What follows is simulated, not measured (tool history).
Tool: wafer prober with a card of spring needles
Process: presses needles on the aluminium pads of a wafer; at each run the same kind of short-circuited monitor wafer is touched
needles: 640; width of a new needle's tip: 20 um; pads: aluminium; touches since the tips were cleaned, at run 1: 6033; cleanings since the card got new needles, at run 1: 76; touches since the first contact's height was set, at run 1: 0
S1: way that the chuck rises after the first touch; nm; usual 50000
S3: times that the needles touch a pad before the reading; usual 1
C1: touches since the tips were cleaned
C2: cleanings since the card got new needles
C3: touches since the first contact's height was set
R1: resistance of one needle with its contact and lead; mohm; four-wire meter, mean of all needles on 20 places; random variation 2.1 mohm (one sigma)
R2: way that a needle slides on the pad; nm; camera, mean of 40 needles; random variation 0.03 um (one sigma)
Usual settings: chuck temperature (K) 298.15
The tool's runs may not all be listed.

Run 1, day 0.000: usual settings; C1 6033; C2 76; C3 0. Result: R1 437 mohm, R2 12230 nm.
At day 0.550: tips cleaned on abrasive film.
At day 1.817: tips cleaned on abrasive film.
Run 2, day 2.404: usual settings but S1 47000 nm; C1 4376; C2 78; C3 17950. Result: R1 421 mohm, R2 11410 nm.
At day 3.096: tips cleaned on abrasive film.
At day 4.358: tips cleaned on abrasive film.
At day 5.629: tips cleaned on abrasive film.
Run 3, day 6.012: usual settings but S1 47000 nm; C1 2875; C2 81; C3 44920. Result: R1 397 mohm, R2 11400 nm.
At day 6.792: tips cleaned on abrasive film.
At day 7.929: tips cleaned on abrasive film.
At day 9.112: tips cleaned on abrasive film.
Run 4, day 9.908: usual settings but S1 47000 nm; C1 5969; C2 84; C3 74040. Result: R1 464 mohm, R2 11340 nm.
At day 10.396: tips cleaned on abrasive film.
At day 11.700: tips cleaned on abrasive film.
Run 5, day 12.342: usual settings but S1 36000 nm; C1 4828; C2 86; C3 92233. Result: R1 600 mohm, R2 8630 nm.
At day 12.796: tips cleaned on abrasive film.
At day 13.954: tips cleaned on abrasive film.
Run 6, day 14.833: usual settings; C1 6602; C2 88; C3 110840. Result: R1 456 mohm, R2 12050 nm.
At day 15.108: tips cleaned on abrasive film.
At day 16.396: tips cleaned on abrasive film.
Run 7, day 16.988: usual settings; C1 4438; C2 90; C3 126936. Result: R1 438 mohm, R2 11980 nm.
At day 17.725: tips cleaned on abrasive film.
At day 18.842: tips cleaned on abrasive film.
Run 8, day 18.842: usual settings; C1 0; C2 92; C3 140774. Result: R1 244 mohm, R2 11950 nm.
At day 19.854: height of the first contact set anew.
At day 20.033: tips cleaned on abrasive film.
At day 20.717: tips cleaned on abrasive film, once more.
Run 9, day 20.717: usual settings; C1 0; C2 94; C3 6405. Result: R1 239 mohm, R2 12170 nm.
At day 21.917: tips cleaned on abrasive film.
At day 23.012: tips cleaned on abrasive film.
Run 10, day 23.875: usual settings; C1 6454; C2 96; C3 30011. Result: R1 456 mohm, R2 12170 nm.
At day 24.150: tips cleaned on abrasive film.
At day 25.458: tips cleaned on abrasive film.
Run 11, day 25.675: usual settings; C1 1606; C2 98; C3 43439. Result: R1 328 mohm, R2 12100 nm.
At day 26.612: tips cleaned on abrasive film.
At day 27.854: tips cleaned on abrasive film.
Run 12, day 27.950: usual settings but S1 35000 nm, chuck temperature (K) 322.15; C1 728; C2 100; C3 60451. Result: R1 362 mohm, R2 8410 nm.
At day 29.000: tips cleaned on abrasive film.
Run 13, day 29.929: usual settings but S1 38000 nm, chuck temperature (K) 337.15; C1 6964; C2 101; C3 75243. Result: R1 644 mohm, R2 9180 nm.
At day 30.204: tips cleaned on abrasive film.
At day 31.388: tips cleaned on abrasive film.
At day 32.646: tips cleaned on abrasive film.
Run 14, day 33.167: usual settings but S1 68000 nm, chuck temperature (K) 350.15, S3 3; C1 3901; C2 104; C3 99422. Result: R1 278 mohm, R2 16440 nm.
At day 33.800: tips cleaned on abrasive film.
At day 35.121: tips cleaned on abrasive film.
Run 15, day 36.133: usual settings but S1 30000 nm, chuck temperature (K) 358.15, S3 2; C1 7613; C2 106; C3 121633. Result: R1 658 mohm, R2 7150 nm.
At day 36.408: tips cleaned on abrasive film.
At day 37.562: tips cleaned on abrasive film.
Run 16, day 38.304: usual settings but S1 69000 nm, chuck temperature (K) 376.15; C1 5568; C2 108; C3 137847. Result: R1 351 mohm, R2 16650 nm.
At day 38.771: tips cleaned on abrasive film.
At day 39.875: height of the first contact set anew.
At day 40.112: tips cleaned on abrasive film.
At day 41.379: tips cleaned on abrasive film.
Run 17, day 42.329: usual settings but S1 46000 nm, chuck temperature (K) 314.15; C1 7104; C2 111; C3 18334. Result: R1 519 mohm, R2 11200 nm.
At day 42.604: tips cleaned on abrasive film.
At day 43.821: tips cleaned on abrasive film.
At day 45.167: tips cleaned on abrasive film.
Run 18, day 45.246: usual settings but S1 58000 nm, S3 3; C1 607; C2 114; C3 40120. Result: R1 237 mohm, R2 14080 nm.
At day 46.367: tips cleaned on abrasive film.
At day 47.662: tips cleaned on abrasive film.
Run 19, day 48.258: usual settings but S1 35000 nm, chuck temperature (K) 321.15; C1 4471; C2 116; C3 62638. Result: R1 618 mohm, R2 8420 nm.
At day 48.946: tips cleaned on abrasive film.
At day 50.154: tips cleaned on abrasive film.
Run 20, day 51.196: usual settings but chuck temperature (K) 366.15; C1 7808; C2 118; C3 84594. Result: R1 477 mohm, R2 12060 nm.
At day 51.471: tips cleaned on abrasive film.
At day 52.704: tips cleaned on abrasive film.
At day 53.942: tips cleaned on abrasive film.
Run 21, day 54.817: usual settings but chuck temperature (K) 307.15; C1 6565; C2 121; C3 111656. Result: R1 476 mohm, R2 12050 nm.
At day 55.088: tips cleaned on abrasive film.
At day 56.354: tips cleaned on abrasive film.
At day 57.604: tips cleaned on abrasive film.
Run 22, day 57.604: usual settings but chuck temperature (K) 307.15; C1 0; C2 124; C3 132471. Result: R1 252 mohm, R2 11940 nm.

Hidden state at the last listed run before each entry between runs and at the first one after, where it differs:
Between runs 1 and 2: tips cleaned on abrasive film (day 0.550); tips cleaned on abrasive film (day 1.817)
  debris on the tips, nm: 97.5 -> 78.4; way that the needles fall short of the set height, um: 0 -> 0.06; tips' diameter, um: 21.45 -> 22.08
  measured less the result without the state, R1: +206 -> +193 mohm; R2: +0 -> -20 nm
Between runs 2 and 3: tips cleaned on abrasive film (day 3.096); tips cleaned on abrasive film (day 4.358); tips cleaned on abrasive film (day 5.629)
  debris on the tips, nm: 78.4 -> 66.6; way that the needles fall short of the set height, um: 0.06 -> 0.24; tips' diameter, um: 22.08 -> 22.14
  measured less the result without the state, R1: +193 -> +167 mohm; R2: -20 -> -60 nm
Between runs 3 and 4: tips cleaned on abrasive film (day 6.792); tips cleaned on abrasive film (day 7.929); tips cleaned on abrasive film (day 9.112)
  debris on the tips, nm: 66.6 -> 93.2; way that the needles fall short of the set height, um: 0.24 -> 0.41; tips' diameter, um: 22.14 -> 22.2
  measured less the result without the state, R1: +167 -> +234 mohm; R2: -60 -> -100 nm
Between runs 4 and 5: tips cleaned on abrasive film (day 10.396); tips cleaned on abrasive film (day 11.700)
  debris on the tips, nm: 93.2 -> 86.2; way that the needles fall short of the set height, um: 0.41 -> 0.52; tips' diameter, um: 22.2 -> 22.24
  measured less the result without the state, R1: +234 -> +362 mohm; R2: -100 -> -130 nm
Between runs 5 and 6: tips cleaned on abrasive film (day 12.796); tips cleaned on abrasive film (day 13.954)
  debris on the tips, nm: 86.2 -> 101.2; way that the needles fall short of the set height, um: 0.52 -> 0.64; tips' diameter, um: 22.24 -> 22.28
  measured less the result without the state, R1: +362 -> +229 mohm; R2: -130 -> -160 nm
Between runs 6 and 7: tips cleaned on abrasive film (day 15.108); tips cleaned on abrasive film (day 16.396)
  debris on the tips, nm: 101.2 -> 90.7; way that the needles fall short of the set height, um: 0.64 -> 0.76; tips' diameter, um: 22.28 -> 22.32
  measured less the result without the state, R1: +229 -> +209 mohm; R2: -160 -> -190 nm
Between runs 7 and 8: tips cleaned on abrasive film (day 17.725); tips cleaned on abrasive film (day 18.842)
  debris on the tips, nm: 90.7 -> 5.7; way that the needles fall short of the set height, um: 0.76 -> 0.88; tips' diameter, um: 22.32 -> 22.36
  measured less the result without the state, R1: +209 -> +17 mohm; R2: -190 -> -210 nm
Between runs 8 and 9: height of the first contact set anew (day 19.854); tips cleaned on abrasive film (day 20.033); tips cleaned on abrasive film, once more (day 20.717)
  debris on the tips, nm: 5.7 -> 5.9; way that the needles fall short of the set height, um: 0.88 -> 0.11; tips' diameter, um: 22.36 -> 22.4
  measured less the result without the state, R1: +17 -> +16 mohm; R2: -210 -> -30 nm
Between runs 9 and 10: tips cleaned on abrasive film (day 21.917); tips cleaned on abrasive film (day 23.012)
  debris on the tips, nm: 5.9 -> 100.3; way that the needles fall short of the set height, um: 0.11 -> 0.2; tips' diameter, um: 22.4 -> 22.43
  measured less the result without the state, R1: +16 -> +226 mohm; R2: -30 -> -40 nm
Between runs 10 and 11: tips cleaned on abrasive film (day 24.150); tips cleaned on abrasive film (day 25.458)
  debris on the tips, nm: 100.3 -> 42.4; way that the needles fall short of the set height, um: 0.2 -> 0.31; tips' diameter, um: 22.43 -> 22.47
  measured less the result without the state, R1: +226 -> +99 mohm; R2: -40 -> -80 nm
Between runs 11 and 12: tips cleaned on abrasive film (day 26.612); tips cleaned on abrasive film (day 27.854)
  debris on the tips, nm: 42.4 -> 24; way that the needles fall short of the set height, um: 0.31 -> 0.41; tips' diameter, um: 22.47 -> 22.51
  measured less the result without the state, R1: +99 -> +111 mohm; R2: -80 -> -100 nm
Between runs 12 and 13: tips cleaned on abrasive film (day 29.000)
  debris on the tips, nm: 24 -> 107.2; way that the needles fall short of the set height, um: 0.41 -> 0.46; tips' diameter, um: 22.51 -> 22.52
  measured less the result without the state, R1: +111 -> +393 mohm; R2: -100 -> -110 nm
Between runs 13 and 14: tips cleaned on abrasive film (day 30.204); tips cleaned on abrasive film (day 31.388); tips cleaned on abrasive film (day 32.646)
  debris on the tips, nm: 107.2 -> 89.7; way that the needles fall short of the set height, um: 0.46 -> 0.65; tips' diameter, um: 22.52 -> 22.59
  measured less the result without the state, R1: +393 -> +42 mohm; R2: -110 -> -160 nm
Between runs 14 and 15: tips cleaned on abrasive film (day 33.800); tips cleaned on abrasive film (day 35.121)
  debris on the tips, nm: 89.7 -> 111.4; way that the needles fall short of the set height, um: 0.65 -> 0.76; tips' diameter, um: 22.59 -> 22.63
  measured less the result without the state, R1: +42 -> +390 mohm; R2: -160 -> -190 nm
Between runs 15 and 16: tips cleaned on abrasive film (day 36.408); tips cleaned on abrasive film (day 37.562)
  debris on the tips, nm: 111.4 -> 95.3; way that the needles fall short of the set height, um: 0.76 -> 0.86; tips' diameter, um: 22.63 -> 22.66
  measured less the result without the state, R1: +390 -> +110 mohm; R2: -190 -> -210 nm
Between runs 16 and 17: tips cleaned on abrasive film (day 38.771); height of the first contact set anew (day 39.875); tips cleaned on abrasive film (day 40.112); tips cleaned on abrasive film (day 41.379)
  debris on the tips, nm: 95.3 -> 106.1; way that the needles fall short of the set height, um: 0.86 -> 0.12; tips' diameter, um: 22.66 -> 22.72
  measured less the result without the state, R1: +110 -> +282 mohm; R2: -210 -> -30 nm
Between runs 17 and 18: tips cleaned on abrasive film (day 42.604); tips cleaned on abrasive film (day 43.821); tips cleaned on abrasive film (day 45.167)
  debris on the tips, nm: 106.1 -> 22.2; way that the needles fall short of the set height, um: 0.12 -> 0.29; tips' diameter, um: 22.72 -> 22.78
  measured less the result without the state, R1: +282 -> +17 mohm; R2: -30 -> -70 nm
Between runs 18 and 19: tips cleaned on abrasive film (day 46.367); tips cleaned on abrasive film (day 47.662)
  debris on the tips, nm: 22.2 -> 79.5; way that the needles fall short of the set height, um: 0.29 -> 0.39; tips' diameter, um: 22.78 -> 22.82
  measured less the result without the state, R1: +17 -> +365 mohm; R2: -70 -> -100 nm
Between runs 19 and 20: tips cleaned on abrasive film (day 48.946); tips cleaned on abrasive film (day 50.154)
  debris on the tips, nm: 79.5 -> 106.2; way that the needles fall short of the set height, um: 0.39 -> 0.5; tips' diameter, um: 22.82 -> 22.85
  measured less the result without the state, R1: +365 -> +228 mohm; R2: -100 -> -120 nm
Between runs 20 and 21: tips cleaned on abrasive film (day 51.471); tips cleaned on abrasive film (day 52.704); tips cleaned on abrasive film (day 53.942)
  debris on the tips, nm: 106.2 -> 100.9; way that the needles fall short of the set height, um: 0.5 -> 0.66; tips' diameter, um: 22.85 -> 22.91
  measured less the result without the state, R1: +228 -> +243 mohm; R2: -120 -> -160 nm
Between runs 21 and 22: tips cleaned on abrasive film (day 55.088); tips cleaned on abrasive film (day 56.354); tips cleaned on abrasive film (day 57.604)
  debris on the tips, nm: 100.9 -> 7.4; way that the needles fall short of the set height, um: 0.66 -> 0.84; tips' diameter, um: 22.91 -> 22.97
  measured less the result without the state, R1: +243 -> +22 mohm; R2: -160 -> -210 nm
